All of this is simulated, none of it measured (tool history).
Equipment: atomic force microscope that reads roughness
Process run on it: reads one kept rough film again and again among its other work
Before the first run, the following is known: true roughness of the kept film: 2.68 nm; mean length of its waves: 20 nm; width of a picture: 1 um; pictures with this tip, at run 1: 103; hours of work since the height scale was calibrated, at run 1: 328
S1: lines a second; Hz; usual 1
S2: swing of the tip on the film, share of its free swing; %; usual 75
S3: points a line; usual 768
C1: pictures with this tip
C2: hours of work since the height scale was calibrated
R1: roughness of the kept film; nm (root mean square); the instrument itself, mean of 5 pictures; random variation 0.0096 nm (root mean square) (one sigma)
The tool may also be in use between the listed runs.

| run | hour | S1 | S2 | S3 | C1 | C2 | R1 |
|---|---|---|---|---|---|---|---|
| 1 | 0 | 1 | 75 | 768 | 103 | 328 | 1.883 |
|  | 34.4 | new tip fitted |
| 2 | 38.3 | 0.94 | 75 | 768 | 6 | 344 | 2.165 |
| 3 | 78.4 | 1 | 75 | 768 | 58 | 361 | 1.948 |
| 4 | 122.8 | 1 | 75 | 768 | 117 | 379 | 1.79 |
|  | 144.8 | new tip fitted |
| 5 | 153.3 | 1 | 75 | 768 | 11 | 391 | 2.114 |
| 6 | 181.5 | 1 | 79 | 768 | 48 | 403 | 1.94 |
| 7 | 226.5 | 1 | 79 | 768 | 107 | 422 | 1.737 |
|  | 256.6 | new tip fitted |
| 8 | 265.6 | 1 | 79 | 768 | 12 | 438 | 2.052 |
| 9 | 306.3 | 1 | 79 | 768 | 66 | 454 | 1.901 |
| 10 | 343 | 1 | 79 | 768 | 115 | 470 | 1.747 |
|  | 367.8 | new tip fitted |
| 11 | 375.7 | 1 | 79 | 768 | 10 | 483 | 2.073 |
| 12 | 410 | 1.59 | 82 | 855 | 55 | 497 | 1.8 |
| 13 | 445.8 | 1.59 | 70 | 553 | 103 | 512 | 1.76 |
|  | 478.2 | new tip fitted |
| 14 | 482.8 | 2.38 | 62 | 931 | 6 | 527 | 2.128 |
| 15 | 528.1 | 1 | 88 | 351 | 66 | 546 | 1.773 |
| 16 | 570 | 1 | 88 | 351 | 121 | 563 | 1.641 |
|  | 588.9 | new tip fitted |
| 17 | 598.6 | 2.14 | 74 | 306 | 13 | 575 | 1.921 |
| 18 | 631.2 | 2.14 | 74 | 306 | 56 | 588 | 1.804 |
| 19 | 672.2 | 2.14 | 74 | 306 | 110 | 605 | 1.638 |

3 options for the next run, each taken on its own from the tool as it stands now. Forecast them:
|  | 701.6 | new tip fitted |
| A | 707.9 | 2.14 | 83 | 721 | 8 | 620 | ? |
|  | 701.6 | new tip fitted |
| B | 707.9 | 0.91 | 81 | 768 | 8 | 620 | ? |
|  | 701.6 | new tip fitted |
| C | 707.9 | 2.14 | 72 | 306 | 8 | 620 | ? |

| run | R1 |
|---|---|
| A | 1.85 |
| B | 2.093 |
| C | 1.981 |
What these runs would have given with no unlogged condition in the tool:
| run | R1 |
|---|---|
| A | 1.898 |
| B | 2.147 |
| C | 2.032 |
